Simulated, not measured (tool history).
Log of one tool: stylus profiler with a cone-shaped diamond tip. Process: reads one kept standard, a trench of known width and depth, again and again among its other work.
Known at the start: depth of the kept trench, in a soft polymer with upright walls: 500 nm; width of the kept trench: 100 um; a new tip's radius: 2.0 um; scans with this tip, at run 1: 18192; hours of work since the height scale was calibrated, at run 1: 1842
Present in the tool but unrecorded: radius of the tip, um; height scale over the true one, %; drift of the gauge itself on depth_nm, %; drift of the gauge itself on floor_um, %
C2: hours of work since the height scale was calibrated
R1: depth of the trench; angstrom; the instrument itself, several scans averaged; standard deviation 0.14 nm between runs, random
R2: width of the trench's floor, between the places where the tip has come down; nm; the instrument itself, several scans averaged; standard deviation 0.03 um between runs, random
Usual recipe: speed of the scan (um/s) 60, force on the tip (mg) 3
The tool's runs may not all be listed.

{"run": 1, "hour": 0.0, "speed of the scan (um/s)": 60, "force on the tip (mg)": 3, "scans with this tip": 18192, "C2": 1842, "R1": 5107.9, "R2": 96240}
{"run": 2, "hour": 71.8, "speed of the scan (um/s)": 60, "force on the tip (mg)": 6.33, "scans with this tip": 18531, "C2": 1877, "R1": 5166.9, "R2": 96310}
{"run": 3, "hour": 131.9, "speed of the scan (um/s)": 84, "force on the tip (mg)": 3, "scans with this tip": 18815, "C2": 1906, "R1": 5107, "R2": 96130}
{"run": 4, "hour": 253.6, "speed of the scan (um/s)": 60, "force on the tip (mg)": 3, "scans with this tip": 19391, "C2": 1964, "R1": 5110.8, "R2": 96170}
{"run": 5, "hour": 388.6, "speed of the scan (um/s)": 60, "force on the tip (mg)": 3, "scans with this tip": 20029, "C2": 2029, "R1": 5108.7, "R2": 96110}
{"run": 6, "hour": 445.0, "speed of the scan (um/s)": 60, "force on the tip (mg)": 3, "scans with this tip": 20296, "C2": 2056, "R1": 5108.9, "R2": 96070}
{"run": 7, "hour": 505.6, "speed of the scan (um/s)": 60, "force on the tip (mg)": 3, "scans with this tip": 20582, "C2": 2085, "R1": 5109.2, "R2": 96110}
{"run": 8, "hour": 603.8, "speed of the scan (um/s)": 25, "force on the tip (mg)": 3, "scans with this tip": 21046, "C2": 2132, "R1": 5112.1, "R2": 96240}
{"run": 9, "hour": 734.9, "speed of the scan (um/s)": 25, "force on the tip (mg)": 3, "scans with this tip": 21666, "C2": 2194, "R1": 5111.1, "R2": 96200}
{"run": 10, "hour": 838.3, "speed of the scan (um/s)": 60, "force on the tip (mg)": 3, "scans with this tip": 22155, "C2": 2244, "R1": 5112.8, "R2": 96070}
{"run": 11, "hour": 949.4, "speed of the scan (um/s)": 19, "force on the tip (mg)": 3, "scans with this tip": 22680, "C2": 2297, "R1": 5111.1, "R2": 96170}
{"run": 12, "hour": 1077.8, "speed of the scan (um/s)": 53, "force on the tip (mg)": 3, "scans with this tip": 23287, "C2": 2359, "R1": 5114.7, "R2": 95980}
{"run": 13, "hour": 1205.2, "speed of the scan (um/s)": 67, "force on the tip (mg)": 3, "scans with this tip": 23890, "C2": 2420, "R1": 5112.5, "R2": 95960}
{"run": 14, "hour": 1335.0, "speed of the scan (um/s)": 60, "force on the tip (mg)": 7.61, "scans with this tip": 24503, "C2": 2482, "R1": 5193.6, "R2": 96040}
{"hour": 1382.5, "done": "height scale calibrated on a step standard"}
{"run": 15, "hour": 1404.0, "speed of the scan (um/s)": 84, "force on the tip (mg)": 3, "scans with this tip": 24827, "C2": 10, "R1": 5088.8, "R2": 95880}
{"run": 16, "hour": 1531.8, "speed of the scan (um/s)": 84, "force on the tip (mg)": 3, "scans with this tip": 25431, "C2": 72, "R1": 5089.4, "R2": 95870}
{"hour": 1601.9, "done": "new tip fitted, height scale calibrated"}
{"run": 17, "hour": 1604.4, "speed of the scan (um/s)": 84, "force on the tip (mg)": 3, "scans with this tip": 12, "C2": 1, "R1": 5087.5, "R2": 97110}
{"run": 18, "hour": 1719.2, "speed of the scan (um/s)": 18, "force on the tip (mg)": 2.01, "scans with this tip": 555, "C2": 56, "R1": 5071, "R2": 97300}

Expected results for the next run?
{"run": 19, "hour": 1833.2, "speed of the scan (um/s)": 22, "force on the tip (mg)": 5.22, "scans with this tip": 1094, "C2": 111, "R1": "?", "R2": "?"}

{"run 19": {"R1": 5130.8, "R2": 97290}}
If the tool had no hidden condition, the same run with the same run-to-run variation would have returned R1 5129.3 angstrom, R2 97300 nm.
